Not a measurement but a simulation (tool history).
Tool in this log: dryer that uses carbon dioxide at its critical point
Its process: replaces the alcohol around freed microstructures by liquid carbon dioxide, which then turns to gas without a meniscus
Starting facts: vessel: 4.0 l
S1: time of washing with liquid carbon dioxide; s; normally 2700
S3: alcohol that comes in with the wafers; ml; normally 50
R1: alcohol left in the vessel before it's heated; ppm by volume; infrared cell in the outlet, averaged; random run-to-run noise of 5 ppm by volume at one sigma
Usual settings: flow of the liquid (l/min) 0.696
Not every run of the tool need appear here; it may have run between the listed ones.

Run 1, hour 0.0: usual settings. Result: R1 200 ppm by volume.
Run 2, hour 23.8: usual settings. Result: R1 204 ppm by volume.
Run 3, hour 39.4: usual settings. Result: R1 207 ppm by volume.
Run 4, hour 51.3: usual settings but flow of the liquid (l/min) 0.554. Result: R1 291 ppm by volume.
Run 5, hour 69.4: usual settings but flow of the liquid (l/min) 0.554. Result: R1 290 ppm by volume.
Run 6, hour 88.2: usual settings. Result: R1 230 ppm by volume.
Run 7, hour 104.3: usual settings. Result: R1 222 ppm by volume.
Run 8, hour 120.6: usual settings. Result: R1 244 ppm by volume.
Run 9, hour 145.5: usual settings. Result: R1 238 ppm by volume.
At hour 158.4: inlet filter changed.
Run 10, hour 168.8: usual settings. Result: R1 220 ppm by volume.
Run 11, hour 194.3: usual settings. Result: R1 231 ppm by volume.
Run 12, hour 205.6: usual settings but S1 3420 s, flow of the liquid (l/min) 0.723. Result: R1 221 ppm by volume.
Run 13, hour 226.6: usual settings but S1 2400 s. Result: R1 248 ppm by volume.
Run 14, hour 249.5: usual settings but S1 2220 s, flow of the liquid (l/min) 0.589, S3 21 ml. Result: R1 287 ppm by volume.
Run 15, hour 275.1: usual settings but S1 2460 s, flow of the liquid (l/min) 0.581, S3 32 ml. Result: R1 301 ppm by volume.
Run 16, hour 291.6: usual settings but S1 2760 s, flow of the liquid (l/min) 0.581, S3 73 ml. Result: R1 307 ppm by volume.
Run 17, hour 308.4: usual settings but flow of the liquid (l/min) 0.911, S3 86 ml. Result: R1 246 ppm by volume.
Run 18, hour 324.7: usual settings but flow of the liquid (l/min) 0.911, S3 86 ml. Result: R1 241 ppm by volume.
Run 19, hour 340.3: usual settings but flow of the liquid (l/min) 0.911, S3 86 ml. Result: R1 252 ppm by volume.
Run 20, hour 365.7: usual settings but flow of the liquid (l/min) 0.911, S3 86 ml. Result: R1 253 ppm by volume.
Run 21, hour 381.4: usual settings but S1 2040 s, flow of the liquid (l/min) 1.012. Result: R1 261 ppm by volume.

Forecast each of these 4 alternatives for the next run:
Run A, hour 392.6: usual settings but S1 3360 s, flow of the liquid (l/min) 0.614, S3 49 ml. Result: R1 ?.
Run B, hour 392.6: usual settings but S1 3240 s. Result: R1 ?.
Run C, hour 392.6: usual settings but S1 2040 s, flow of the liquid (l/min) 0.534, S3 76 ml. Result: R1 ?.
Run D, hour 392.6: usual settings but S1 1860 s, flow of the liquid (l/min) 0.624, S3 93 ml. Result: R1 ?.

run   R1
  A  275
  B  264
  C  788
  D  757
Without the tool's unlogged condition, the same runs would have read:
run   R1
  A    8
  B   10
  C  343
  D  316
